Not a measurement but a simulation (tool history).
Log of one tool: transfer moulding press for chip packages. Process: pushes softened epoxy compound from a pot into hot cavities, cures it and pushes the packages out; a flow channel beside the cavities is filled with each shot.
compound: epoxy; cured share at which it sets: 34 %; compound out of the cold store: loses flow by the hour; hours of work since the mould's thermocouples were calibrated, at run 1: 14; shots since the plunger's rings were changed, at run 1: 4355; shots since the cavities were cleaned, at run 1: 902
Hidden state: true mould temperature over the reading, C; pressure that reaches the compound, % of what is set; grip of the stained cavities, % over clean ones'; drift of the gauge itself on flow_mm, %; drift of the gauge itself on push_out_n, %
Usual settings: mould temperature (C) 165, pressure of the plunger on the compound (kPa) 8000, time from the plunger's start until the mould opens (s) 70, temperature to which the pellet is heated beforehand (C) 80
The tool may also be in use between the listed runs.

run	hour	mould temperature (C)	pressure of the plunger on the compound (kPa)	time from the plunger's start until the mould opens (s)	temperature to which the pellet is heated beforehand (C)	hours of work since the mould's thermocouples were calibrated	shots since the plunger's rings were changed	shots since the cavities were cleaned	incoming compound's hours out of the cold store	length that the compound runs in the flow channel (mm)	greatest force on the pins that push the packages out (N)
1	0	165	8000	70	80	14	4355	902	32.8	560	615
# hour 19.7: cavities cleaned with cleaning compound and waxed
2	21.4	165	8000	70	80	25	4636	24	23.3	583	768
3	33.7	165	8000	70	80	32	4811	199	24.1	579	734
4	47.2	165	8000	70	80	40	5001	389	29.8	557	687
5	75.5	165	8000	70	80	55	5400	788	14.3	610	723
6	93.1	168	8000	70	80	65	5648	1036	9.5	606	623
# hour 97.4: cavities cleaned with cleaning compound and waxed, once more
7	111.1	168	8000	70	80	75	5880	193	20.1	579	419
# hour 127.4: plunger's sealing rings changed
8	139.3	165	8000	70	80	89	168	557	23.5	632	579
9	153.2	165	6860	70	80	97	364	753	37	542	595
# hour 183.5: cavities cleaned with cleaning compound and waxed
10	183.5	165	8200	70	80	113	770	0	44.2	572	389
11	200.1	160	8200	70	80	122	1005	235	38.8	587	647
12	219.6	160	8200	70	80	133	1279	509	47.4	569	735
13	245.2	160	8200	70	80	148	1641	871	48	555	803
14	258.2	165	8000	70	80	155	1824	1054	16	637	633
# hour 268.1: cavities cleaned with cleaning compound and waxed
15	289.5	167	8640	54	80	172	2245	303	24.4	618	827
16	306.4	170	9910	72	72	181	2484	542	37.4	622	462
17	333.4	170	9910	72	72	196	2865	923	29.6	642	495
18	347.6	168	7230	54	80	204	3065	1123	40	520	916
# hour 351.5: cavities cleaned with cleaning compound and waxed
19	363.6	165	8000	70	88	212	3270	172	8.6	645	496
20	390.2	165	7310	70	78	227	3645	547	33.8	542	572
21	411.2	158	8000	70	80	239	3941	843	46.2	538	941
# hour 435.4: cavities cleaned with cleaning compound and waxed
22	438.5	171	8000	70	80	254	4305	43	20.7	588	339
23	463.5	171	8000	70	80	268	4659	397	10.4	616	430
24	481.7	171	8000	70	80	278	4915	653	33.8	547	467
25	511.4	171	8780	70	87	295	5334	1072	9.8	641	507
# hour 518.9: cavities cleaned with cleaning compound and waxed
26	528.6	171	8780	70	87	303	5556	137	24.4	589	383
27	547.7	171	8780	70	87	314	5825	406	27.4	579	419
28	563.3	169	6650	69	77	323	6045	626	44.2	465	473

Measured less the same run without the tool's hidden state. The same run-to-run variation is in both; the gauge's scatter may not be:
run	length that the compound runs in the flow channel (mm)	greatest force on the pins that push the packages out (N)
1	-44	+215
2	-49	+340
3	-51	+318
4	-51	+294
5	-61	+301
6	-64	+260
7	-64	+68
8	-2	+166
9	-4	+195
10	-8	+1
11	-11	+110
12	-13	+199
13	-16	+270
14	-19	+227
15	-24	+181
16	-26	+134
17	-32	+172
18	-27	+341
19	-36	+74
20	-34	+161
21	-37	+323
22	-44	+20
23	-52	+105
24	-48	+144
25	-62	+183
26	-60	+48
27	-62	+105
28	-52	+146

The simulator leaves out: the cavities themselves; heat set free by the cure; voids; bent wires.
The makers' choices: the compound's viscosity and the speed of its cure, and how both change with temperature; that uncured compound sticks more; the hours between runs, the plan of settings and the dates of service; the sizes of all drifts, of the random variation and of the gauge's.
